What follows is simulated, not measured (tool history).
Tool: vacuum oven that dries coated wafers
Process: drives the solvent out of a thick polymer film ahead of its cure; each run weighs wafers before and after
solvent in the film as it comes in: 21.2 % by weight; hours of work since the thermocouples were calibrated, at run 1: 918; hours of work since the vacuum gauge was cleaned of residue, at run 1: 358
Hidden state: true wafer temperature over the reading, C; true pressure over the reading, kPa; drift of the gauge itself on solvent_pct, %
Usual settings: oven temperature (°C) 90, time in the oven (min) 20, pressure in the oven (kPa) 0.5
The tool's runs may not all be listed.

run,hour,oven temperature (°C),time in the oven (min),pressure in the oven (kPa),hours of work since the thermocouples were calibrated,hours of work since the vacuum gauge was cleaned of residue,solvent left in the film (%)
1,0,90,20,0.5,918,358,0.96
2,75.3,90,20,0.5,960,400,0.93
3,207.5,90,20,0.416,1035,474,0.93
# hour 257.7: oven's thermocouples calibrated
4,322.1,90,20,0.5,36,537,0.79
5,412.9,90,20,0.5,87,588,0.82
6,515.4,90,20,0.5,144,646,0.78
7,606.1,90,20,0.5,195,697,0.77
8,677.5,90,20,0.5,235,736,0.79
9,801.7,90,20,0.5,305,806,0.78
# hour 855.5: oven's thermocouples calibrated, once more
10,902.9,90,20,0.5,27,862,1.32
11,991.2,90,20,0.5,76,911,1.32
12,1116.3,90,20,0.5,146,981,1.24
13,1192.3,87,20,0.5,189,1024,1.86
14,1270.9,90,29,0.5,233,1068,0.59
15,1380.3,90,29,0.5,294,1129,0.56
16,1488.5,94,20,0.5,355,1190,0.66
17,1563,94,20,0.5,396,1231,0.65
18,1635.6,82,20,0.5,437,1272,2.9
19,1714.7,82,20,0.5,481,1316,2.84
20,1792.4,90,20,0.5,525,1360,1.12
21,1917.7,90,20,0.5,595,1430,1.07
22,1986.4,90,20,0.5,633,1468,1.14
23,2096.3,76,27,1.417,695,1530,3.84
24,2192.5,76,27,1.417,749,1584,3.79
25,2319,76,27,1.417,820,1655,3.71
26,2447.8,83,20,0.288,892,1727,2.41
27,2570.8,83,20,0.288,961,1796,2.29
28,2702.4,83,20,0.288,1034,1869,2.27
# hour 2752.9: oven's thermocouples calibrated
29,2792.7,83,20,0.88,22,1919,3.42
30,2883.7,90,33,0.5,73,1970,0.63
31,2980.3,90,21,1.788,127,2024,1.85
32,3047.8,98,16,0.49,165,2062,0.89
33,3157.5,92,18,1.43,227,2123,1.83
34,3274,92,18,1.43,292,2188,1.73
35,3390,90,17,0.5,357,2253,1.9
36,3460.5,90,17,0.5,396,2293,1.85
37,3531.2,90,29,0.5,436,2332,0.76
38,3662.9,90,20,0.576,510,2406,1.4
39,3760.2,90,19,0.409,564,2461,1.43
40,3817.8,97,17,0.5,596,2493,0.75
41,3880.1,91,17,0.5,631,2528,1.61
42,4009.3,91,17,0.5,704,2600,1.63
43,4115.8,81,27,0.622,763,2660,2.2

Forecast each of these 3 alternatives for the next run:
A,4201.5,87,20,0.5,811,2708,?
B,4201.5,84,34,1.092,811,2708,?
C,4201.5,82,20,0.5,811,2708,?

run,solvent left in the film (%)
A,1.85
B,1.35
C,3.02
Without the tool's hidden state the same runs would have given:
run,solvent left in the film (%)
A,1.9
B,1.21
C,3.16

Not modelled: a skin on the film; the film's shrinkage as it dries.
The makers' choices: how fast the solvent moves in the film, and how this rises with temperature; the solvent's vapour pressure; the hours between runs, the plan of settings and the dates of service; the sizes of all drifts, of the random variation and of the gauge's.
